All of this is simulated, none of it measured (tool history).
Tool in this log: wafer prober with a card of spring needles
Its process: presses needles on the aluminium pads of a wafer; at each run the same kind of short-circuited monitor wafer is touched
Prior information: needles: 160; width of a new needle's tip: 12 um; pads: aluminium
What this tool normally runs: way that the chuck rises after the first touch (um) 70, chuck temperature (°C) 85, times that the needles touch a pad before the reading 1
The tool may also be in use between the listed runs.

| run | hour | way that the chuck rises after the first touch (um) | chuck temperature (°C) | times that the needles touch a pad before the reading | resistance of one needle with its contact and lead (mohm) | way that a needle slides on the pad (um) |
|---|---|---|---|---|---|---|
| 1 | 0.0 | 70 | 85 | 1 | 157 | 12.76 |
|  | 9.8 | tips cleaned on abrasive film |
| 2 | 9.8 | 55 | 85 | 1 | 159 | 10.03 |
| 3 | 16.0 | 70 | 85 | 1 | 157 | 12.71 |
| 4 | 24.7 | 70 | 85 | 1 | 158 | 12.68 |
|  | 25.4 | tips cleaned on abrasive film |
| 5 | 35.9 | 70 | 85 | 2 | 160 | 12.69 |
|  | 41.7 | tips cleaned on abrasive film |
| 6 | 46.6 | 70 | 85 | 2 | 159 | 12.66 |
| 7 | 55.3 | 70 | 85 | 2 | 156 | 12.64 |
|  | 57.9 | tips cleaned on abrasive film |
| 8 | 67.4 | 70 | 85 | 2 | 159 | 12.64 |
|  | 73.5 | tips cleaned on abrasive film |
| 9 | 79.8 | 82 | 85 | 1 | 156 | 14.79 |
|  | 89.8 | tips cleaned on abrasive film |
| 10 | 90.0 | 82 | 85 | 1 | 156 | 14.80 |
| 11 | 99.0 | 82 | 85 | 1 | 158 | 14.77 |
|  | 106.1 | tips cleaned on abrasive film |
| 12 | 106.4 | 82 | 85 | 1 | 156 | 14.75 |
| 13 | 115.9 | 82 | 85 | 1 | 155 | 14.65 |
|  | 122.4 | tips cleaned on abrasive film |
| 14 | 122.6 | 70 | 85 | 1 | 159 | 12.57 |
| 15 | 131.3 | 70 | 85 | 1 | 156 | 12.58 |
|  | 138.3 | tips cleaned on abrasive film |
| 16 | 139.7 | 70 | 85 | 2 | 156 | 12.55 |
| 17 | 149.1 | 70 | 85 | 2 | 160 | 12.52 |
|  | 153.8 | tips cleaned on abrasive film |
| 18 | 159.1 | 76 | 53 | 3 | 151 | 13.63 |
| 19 | 164.5 | 77 | 53 | 3 | 151 | 13.88 |
|  | 169.4 | tips cleaned on abrasive film |
| 20 | 175.0 | 65 | 85 | 2 | 157 | 11.62 |
| 21 | 184.1 | 65 | 85 | 3 | 157 | 11.60 |
|  | 184.7 | tips cleaned on abrasive film |
| 22 | 196.7 | 65 | 61 | 1 | 153 | 11.56 |
|  | 200.1 | tips cleaned on abrasive film |
| 23 | 202.7 | 53 | 78 | 2 | 160 | 9.42 |
| 24 | 212.2 | 53 | 78 | 2 | 159 | 9.43 |
|  | 216.1 | tips cleaned on abrasive film |
| 25 | 222.7 | 79 | 53 | 3 | 152 | 14.07 |
| 26 | 229.7 | 79 | 53 | 3 | 152 | 14.07 |
|  | 232.0 | tips cleaned on abrasive film |
| 27 | 235.2 | 79 | 53 | 3 | 153 | 14.08 |
| 28 | 244.5 | 79 | 72 | 3 | 156 | 13.94 |
|  | 247.9 | tips cleaned on abrasive film |
| 29 | 251.1 | 79 | 72 | 3 | 155 | 14.02 |
| 30 | 257.4 | 54 | 78 | 2 | 156 | 9.58 |

Run 31 comes next. What will it give?
|  | 264.0 | tips cleaned on abrasive film |
| 31 | 267.2 | 63 | 78 | 3 | ? | ? |

{"run 31": {"resistance of one needle with its contact and lead (mohm)": 155, "way that a needle slides on the pad (um)": 11.14}}
Without the tool's hidden state the same run would have given resistance of one needle with its contact and lead (mohm) 155, way that a needle slides on the pad (um) 11.44.

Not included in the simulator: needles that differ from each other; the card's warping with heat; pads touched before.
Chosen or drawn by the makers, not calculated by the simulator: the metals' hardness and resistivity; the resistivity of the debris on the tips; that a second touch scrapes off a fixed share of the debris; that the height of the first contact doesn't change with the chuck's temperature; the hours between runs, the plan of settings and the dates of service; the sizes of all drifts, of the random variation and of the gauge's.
